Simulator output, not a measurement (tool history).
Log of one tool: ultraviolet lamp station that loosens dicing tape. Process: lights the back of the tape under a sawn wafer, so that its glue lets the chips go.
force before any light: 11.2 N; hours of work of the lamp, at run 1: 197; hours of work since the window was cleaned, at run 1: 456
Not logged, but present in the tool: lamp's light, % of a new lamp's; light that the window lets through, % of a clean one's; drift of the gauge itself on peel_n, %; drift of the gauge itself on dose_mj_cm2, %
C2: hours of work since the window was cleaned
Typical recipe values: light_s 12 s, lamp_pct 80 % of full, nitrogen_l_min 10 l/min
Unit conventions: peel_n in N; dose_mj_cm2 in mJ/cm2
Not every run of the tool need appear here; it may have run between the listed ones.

run 1 hour=0 | light_s=12 lamp_pct=80 nitrogen_l_min=10 | hours_of_work_of_the_lamp=197 C2=456 | peel_n=0.886 dose_mj_cm2=218
run 2 hour=56.5 | light_s=12 lamp_pct=80 nitrogen_l_min=10 | hours_of_work_of_the_lamp=232 C2=492 | peel_n=0.844 dose_mj_cm2=223
run 3 hour=121.9 | light_s=12 lamp_pct=80 nitrogen_l_min=10 | hours_of_work_of_the_lamp=273 C2=533 | peel_n=0.918 dose_mj_cm2=224
-- hour=134.2 window cleaned of glue's vapour
run 4 hour=185.3 | light_s=12 lamp_pct=80 nitrogen_l_min=10 | hours_of_work_of_the_lamp=312 C2=32 | peel_n=0.848 dose_mj_cm2=220
run 5 hour=253.1 | light_s=12 lamp_pct=80 nitrogen_l_min=10 | hours_of_work_of_the_lamp=355 C2=74 | peel_n=0.856 dose_mj_cm2=223
run 6 hour=285.4 | light_s=12 lamp_pct=80 nitrogen_l_min=10 | hours_of_work_of_the_lamp=375 C2=95 | peel_n=0.87 dose_mj_cm2=224
run 7 hour=342.1 | light_s=12 lamp_pct=80 nitrogen_l_min=10 | hours_of_work_of_the_lamp=410 C2=130 | peel_n=0.881 dose_mj_cm2=225
run 8 hour=379.6 | light_s=12 lamp_pct=80 nitrogen_l_min=10 | hours_of_work_of_the_lamp=434 C2=153 | peel_n=0.864 dose_mj_cm2=218
run 9 hour=437.3 | light_s=12 lamp_pct=80 nitrogen_l_min=10 | hours_of_work_of_the_lamp=470 C2=190 | peel_n=0.885 dose_mj_cm2=219
run 10 hour=509.8 | light_s=12 lamp_pct=80 nitrogen_l_min=10 | hours_of_work_of_the_lamp=515 C2=235 | peel_n=0.852 dose_mj_cm2=222
run 11 hour=550.8 | light_s=12 lamp_pct=80 nitrogen_l_min=10 | hours_of_work_of_the_lamp=541 C2=260 | peel_n=0.876 dose_mj_cm2=222
run 12 hour=624.3 | light_s=11 lamp_pct=80 nitrogen_l_min=10 | hours_of_work_of_the_lamp=587 C2=307 | peel_n=1.052 dose_mj_cm2=203
run 13 hour=691.7 | light_s=12 lamp_pct=80 nitrogen_l_min=6 | hours_of_work_of_the_lamp=629 C2=349 | peel_n=1.3 dose_mj_cm2=216
run 14 hour=733.9 | light_s=12 lamp_pct=80 nitrogen_l_min=10 | hours_of_work_of_the_lamp=655 C2=375 | peel_n=0.858 dose_mj_cm2=223
run 15 hour=766.9 | light_s=12 lamp_pct=80 nitrogen_l_min=10 | hours_of_work_of_the_lamp=676 C2=396 | peel_n=0.854 dose_mj_cm2=218
run 16 hour=822.1 | light_s=12 lamp_pct=80 nitrogen_l_min=10 | hours_of_work_of_the_lamp=711 C2=430 | peel_n=0.884 dose_mj_cm2=222
run 17 hour=869.7 | light_s=12 lamp_pct=80 nitrogen_l_min=10 | hours_of_work_of_the_lamp=740 C2=460 | peel_n=0.868 dose_mj_cm2=217
run 18 hour=913.8 | light_s=12 lamp_pct=80 nitrogen_l_min=10 | hours_of_work_of_the_lamp=768 C2=488 | peel_n=0.876 dose_mj_cm2=216
run 19 hour=991.2 | light_s=12 lamp_pct=80 nitrogen_l_min=10 | hours_of_work_of_the_lamp=816 C2=536 | peel_n=0.863 dose_mj_cm2=218
-- hour=999.3 window cleaned of glue's vapour
run 20 hour=1066.1 | light_s=12 lamp_pct=80 nitrogen_l_min=10 | hours_of_work_of_the_lamp=863 C2=42 | peel_n=0.893 dose_mj_cm2=219
run 21 hour=1138.1 | light_s=12 lamp_pct=80 nitrogen_l_min=10 | hours_of_work_of_the_lamp=908 C2=87 | peel_n=0.848 dose_mj_cm2=221
run 22 hour=1187.2 | light_s=12 lamp_pct=80 nitrogen_l_min=10 | hours_of_work_of_the_lamp=939 C2=118 | peel_n=0.846 dose_mj_cm2=221
run 23 hour=1262.9 | light_s=12 lamp_pct=80 nitrogen_l_min=10 | hours_of_work_of_the_lamp=986 C2=165 | peel_n=0.907 dose_mj_cm2=219
run 24 hour=1327.2 | light_s=12 lamp_pct=96 nitrogen_l_min=4 | hours_of_work_of_the_lamp=1026 C2=205 | peel_n=1.239 dose_mj_cm2=264
run 25 hour=1368.7 | light_s=12 lamp_pct=96 nitrogen_l_min=4 | hours_of_work_of_the_lamp=1052 C2=231 | peel_n=1.241 dose_mj_cm2=264
run 26 hour=1410 | light_s=12 lamp_pct=82 nitrogen_l_min=5 | hours_of_work_of_the_lamp=1078 C2=257 | peel_n=1.438 dose_mj_cm2=224
run 27 hour=1480.4 | light_s=19 lamp_pct=77 nitrogen_l_min=18 | hours_of_work_of_the_lamp=1122 C2=301 | peel_n=0.273 dose_mj_cm2=334
run 28 hour=1522.8 | light_s=13 lamp_pct=62 nitrogen_l_min=5 | hours_of_work_of_the_lamp=1148 C2=327 | peel_n=1.98 dose_mj_cm2=187
run 29 hour=1570.8 | light_s=14 lamp_pct=80 nitrogen_l_min=19 | hours_of_work_of_the_lamp=1178 C2=357 | peel_n=0.435 dose_mj_cm2=260
run 30 hour=1627.8 | light_s=8 lamp_pct=89 nitrogen_l_min=5 | hours_of_work_of_the_lamp=1214 C2=393 | peel_n=2.372 dose_mj_cm2=165
run 31 hour=1660.2 | light_s=8 lamp_pct=89 nitrogen_l_min=5 | hours_of_work_of_the_lamp=1234 C2=413 | peel_n=2.452 dose_mj_cm2=162
run 32 hour=1720.1 | light_s=23 lamp_pct=62 nitrogen_l_min=3 | hours_of_work_of_the_lamp=1272 C2=451 | peel_n=1.002 dose_mj_cm2=324
run 33 hour=1773.2 | light_s=7 lamp_pct=87 nitrogen_l_min=19 | hours_of_work_of_the_lamp=1305 C2=484 | peel_n=1.47 dose_mj_cm2=139
run 34 hour=1814.8 | light_s=9 lamp_pct=68 nitrogen_l_min=11 | hours_of_work_of_the_lamp=1331 C2=510 | peel_n=1.951 dose_mj_cm2=141
-- hour=1863 window cleaned of glue's vapour
run 35 hour=1869.3 | light_s=11 lamp_pct=60 nitrogen_l_min=6 | hours_of_work_of_the_lamp=1365 C2=4 | peel_n=2.479 dose_mj_cm2=151
run 36 hour=1903.1 | light_s=11 lamp_pct=60 nitrogen_l_min=6 | hours_of_work_of_the_lamp=1386 C2=25 | peel_n=2.402 dose_mj_cm2=149
run 37 hour=1937.4 | light_s=23 lamp_pct=72 nitrogen_l_min=6 | hours_of_work_of_the_lamp=1407 C2=47 | peel_n=0.418 dose_mj_cm2=380
run 38 hour=1974.7 | light_s=12 lamp_pct=93 nitrogen_l_min=7 | hours_of_work_of_the_lamp=1431 C2=70 | peel_n=0.818 dose_mj_cm2=255
run 39 hour=2017.7 | light_s=7 lamp_pct=81 nitrogen_l_min=11 | hours_of_work_of_the_lamp=1458 C2=97 | peel_n=2.154 dose_mj_cm2=127
run 40 hour=2074.1 | light_s=9 lamp_pct=96 nitrogen_l_min=8 | hours_of_work_of_the_lamp=1493 C2=132 | peel_n=1.301 dose_mj_cm2=200
run 41 hour=2113.8 | light_s=7 lamp_pct=65 nitrogen_l_min=5 | hours_of_work_of_the_lamp=1518 C2=157 | peel_n=4.458 dose_mj_cm2=103
run 42 hour=2176.1 | light_s=18 lamp_pct=80 nitrogen_l_min=20 | hours_of_work_of_the_lamp=1557 C2=196 | peel_n=0.293 dose_mj_cm2=333
run 43 hour=2223.8 | light_s=6 lamp_pct=75 nitrogen_l_min=10 | hours_of_work_of_the_lamp=1586 C2=226 | peel_n=3.132 dose_mj_cm2=104

What if the next run were any one of these 3? Each begins from the tool's condition after run 43:
run A hour=2287.2 | light_s=6 lamp_pct=61 nitrogen_l_min=4 | hours_of_work_of_the_lamp=1626 C2=265 | peel_n=? dose_mj_cm2=?
run B hour=2287.2 | light_s=8 lamp_pct=87 nitrogen_l_min=5 | hours_of_work_of_the_lamp=1626 C2=265 | peel_n=? dose_mj_cm2=?
run C hour=2287.2 | light_s=9 lamp_pct=80 nitrogen_l_min=10 | hours_of_work_of_the_lamp=1626 C2=265 | peel_n=? dose_mj_cm2=?

run=A peel_n=5.276 dose_mj_cm2=80
run=B peel_n=2.472 dose_mj_cm2=159
run=C peel_n=1.579 dose_mj_cm2=166
With no hidden state in the tool, these same runs would have given:
run=A peel_n=5.269 dose_mj_cm2=81
run=B peel_n=2.465 dose_mj_cm2=159
run=C peel_n=1.574 dose_mj_cm2=167
